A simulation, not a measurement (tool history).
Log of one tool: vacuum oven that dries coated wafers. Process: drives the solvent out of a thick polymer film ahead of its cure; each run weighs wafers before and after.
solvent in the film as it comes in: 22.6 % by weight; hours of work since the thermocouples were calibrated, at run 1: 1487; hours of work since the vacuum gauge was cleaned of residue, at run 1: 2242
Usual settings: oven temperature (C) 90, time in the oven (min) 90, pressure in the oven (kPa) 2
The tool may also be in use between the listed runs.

run,hour,oven temperature (C),time in the oven (min),pressure in the oven (kPa),hours of work since the thermocouples were calibrated,hours of work since the vacuum gauge was cleaned of residue,solvent left in the film (%)
1,0,90,90,2,1487,2242,2.79
2,44.5,90,90,2,1522,2277,2.81
3,93.2,90,90,2,1561,2316,2.77
4,147.5,90,90,2,1604,2359,2.85
5,204.6,90,90,2,1650,2405,2.67
# hour 240: oven's thermocouples calibrated
6,261,90,90,2,17,2448,3.45
7,331.7,90,90,2,73,2504,3.44
8,371.4,90,90,2,104,2536,3.46
9,441.5,90,58,2,160,2591,5.55
# hour 483: vacuum gauge cleaned of residue and calibrated
10,483,90,90,1.73,192,0,3.04
11,550.8,90,64,1.73,246,54,4.51
12,581.9,90,90,4.61,271,79,5.16
13,627.1,90,90,4.61,307,115,5.12
14,675.5,90,90,2,345,153,3.11
15,708.5,90,103,2,371,179,2.72
16,770.1,90,103,2,420,228,2.62
17,839,90,103,2,475,283,2.67
18,907.6,90,103,2,530,338,2.67
19,941.2,90,103,2,556,364,2.62
20,989.8,88,90,2,595,403,3.73
21,1030.4,80,90,2,627,435,7.46
22,1076.1,90,90,2,664,472,3.04
23,1126.7,90,77,2,704,512,3.53
24,1175,90,74,2,742,550,3.84
25,1207.4,79,139,3.4,768,576,6.88
26,1237.1,85,58,3.1,792,600,8.29
27,1305.9,98,71,2,846,654,1.74
28,1368.3,90,86,1.36,896,704,2.68
29,1403.7,90,86,1.36,924,732,2.78
30,1474.7,78,131,3.5,980,788,7.7
31,1519.3,80,94,4.8,1016,824,9.31
32,1582.2,80,94,4.8,1066,874,9.6
33,1642.8,80,94,4.8,1114,922,9.21
34,1688.6,80,94,1.64,1151,959,6.51
35,1742,80,94,1.64,1193,1001,6.52
36,1810.1,80,135,2,1247,1055,4.91
37,1863.3,79,131,2,1289,1097,5.28
38,1911.6,79,131,2,1328,1136,5.35
39,1962.8,79,78,2.48,1369,1177,8.61
40,2022.8,79,78,2.48,1416,1224,8.63
41,2061.3,79,78,2.48,1447,1255,8.47
42,2101,86,47,1.33,1478,1286,7.35
43,2139,95,108,7.93,1509,1317,5.09
44,2207.5,95,57,7.93,1563,1371,6.29
45,2278.4,90,95,1.73,1620,1428,2.38
46,2332.3,85,152,1.25,1662,1470,2.02
# hour 2356.7: oven's thermocouples calibrated
47,2398.5,85,152,1.25,33,1521,2.54

3 ways to go on from here, each from the tool as it stands after run 47. What would each give?
A,2433,93,157,6.24,61,1549,?
B,2433,92,112,2,61,1549,?
C,2433,85,49,1.25,61,1549,?

run,solvent left in the film (%)
A,4.82
B,2.28
C,8.62
Without the tool's hidden state the same runs would have given:
run,solvent left in the film (%)
A,4.61
B,2.07
C,8.29

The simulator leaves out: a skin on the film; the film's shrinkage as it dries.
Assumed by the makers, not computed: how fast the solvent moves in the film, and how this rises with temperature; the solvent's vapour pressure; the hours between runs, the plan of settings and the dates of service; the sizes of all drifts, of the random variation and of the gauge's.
